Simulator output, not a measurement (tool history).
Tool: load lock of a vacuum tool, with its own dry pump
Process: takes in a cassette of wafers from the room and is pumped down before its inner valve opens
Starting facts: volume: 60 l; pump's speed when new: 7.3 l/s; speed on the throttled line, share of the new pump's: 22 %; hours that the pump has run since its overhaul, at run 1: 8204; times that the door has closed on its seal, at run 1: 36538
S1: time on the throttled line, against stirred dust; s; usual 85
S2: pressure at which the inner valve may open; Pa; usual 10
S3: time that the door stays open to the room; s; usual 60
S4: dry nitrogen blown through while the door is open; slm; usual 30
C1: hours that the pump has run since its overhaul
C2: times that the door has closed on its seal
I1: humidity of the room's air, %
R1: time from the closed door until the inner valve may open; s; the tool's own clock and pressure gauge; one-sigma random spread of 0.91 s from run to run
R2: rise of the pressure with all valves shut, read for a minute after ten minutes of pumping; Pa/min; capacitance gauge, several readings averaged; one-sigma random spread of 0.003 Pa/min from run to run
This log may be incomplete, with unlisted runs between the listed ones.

Run 1, hour 0: usual settings; C1 8204; C2 36538; I1 42.1. Result: R1 149.4 s, R2 0.278 Pa/min.
Run 2, hour 461.4: usual settings; C1 8665; C2 37305; I1 43.8. Result: R1 152.2 s, R2 0.287 Pa/min.
Run 3, hour 901.9: usual settings; C1 9106; C2 38037; I1 40.9. Result: R1 151.5 s, R2 0.291 Pa/min.
At hour 1328.3: dry pump taken out, an overhauled one fitted.
Run 4, hour 1507.5: usual settings but S4 9 slm; C1 179; C2 39033; I1 43.4. Result: R1 144.4 s, R2 0.326 Pa/min.
Run 5, hour 2079.9: usual settings but S4 9 slm; C1 752; C2 39984; I1 44.3. Result: R1 146.3 s, R2 0.336 Pa/min.
Run 6, hour 2520.4: usual settings but S4 9 slm; C1 1192; C2 40716; I1 46. Result: R1 144.5 s, R2 0.348 Pa/min.
Run 7, hour 3133.2: usual settings but S4 9 slm; C1 1805; C2 41734; I1 44.1. Result: R1 145 s, R2 0.348 Pa/min.
Run 8, hour 3600.7: usual settings but S4 9 slm; C1 2272; C2 42511; I1 42.9. Result: R1 146.5 s, R2 0.359 Pa/min.
Run 9, hour 4016: usual settings but S1 125 s, S4 9 slm; C1 2688; C2 43201; I1 41.3. Result: R1 175.6 s, R2 0.363 Pa/min.
Run 10, hour 4324.1: usual settings; C1 2996; C2 43713; I1 42.6. Result: R1 145.6 s, R2 0.364 Pa/min.
Run 11, hour 4799.6: usual settings; C1 3471; C2 44503; I1 44.3. Result: R1 146 s, R2 0.367 Pa/min.
Run 12, hour 5409.9: usual settings; C1 4082; C2 45517; I1 44. Result: R1 147.3 s, R2 0.379 Pa/min.
Run 13, hour 5772.1: usual settings; C1 4444; C2 46119; I1 45.1. Result: R1 147.9 s, R2 0.401 Pa/min.
Run 14, hour 6085.8: usual settings; C1 4757; C2 46640; I1 49.1. Result: R1 148.2 s, R2 0.393 Pa/min.
Run 15, hour 6640.9: usual settings; C1 5313; C2 47562; I1 45.8. Result: R1 149.2 s, R2 0.411 Pa/min.
Run 16, hour 7035.5: usual settings but S1 47 s, S2 18 Pa, S3 46 s, S4 29 slm; C1 5707; C2 48218; I1 42.9. Result: R1 115.8 s, R2 0.411 Pa/min.
Run 17, hour 7433.2: usual settings but S4 8 slm; C1 6105; C2 48879; I1 44.6. Result: R1 149.3 s, R2 0.458 Pa/min.
Run 18, hour 7771.1: usual settings but S4 8 slm; C1 6443; C2 49440; I1 42. Result: R1 149.6 s, R2 0.453 Pa/min.
Run 19, hour 8037.5: usual settings but S1 82 s, S2 9 Pa, S3 112 s, S4 19 slm; C1 6709; C2 49883; I1 44.1. Result: R1 148.9 s, R2 0.456 Pa/min.
Run 20, hour 8661.4: usual settings but S1 169 s, S2 9 Pa, S3 33 s; C1 7333; C2 50920; I1 46. Result: R1 213.8 s, R2 0.443 Pa/min.
Run 21, hour 9272.1: usual settings but S1 71 s, S2 19 Pa, S3 50 s; C1 7944; C2 51934; I1 44.9. Result: R1 135.3 s, R2 0.448 Pa/min.

Expected results for the next run?
Run 22, hour 9665.4: usual settings but S2 8 Pa, S3 61 s, S4 38 slm; C1 8337; C2 52588; I1 43.6. Result: R1 ?, R2 ?.

{"run 22": {"R1": 152.4, "R2": 0.481}}
With no hidden state in the tool, this same run would have given R1 143.2 s, R2 0.029 Pa/min.

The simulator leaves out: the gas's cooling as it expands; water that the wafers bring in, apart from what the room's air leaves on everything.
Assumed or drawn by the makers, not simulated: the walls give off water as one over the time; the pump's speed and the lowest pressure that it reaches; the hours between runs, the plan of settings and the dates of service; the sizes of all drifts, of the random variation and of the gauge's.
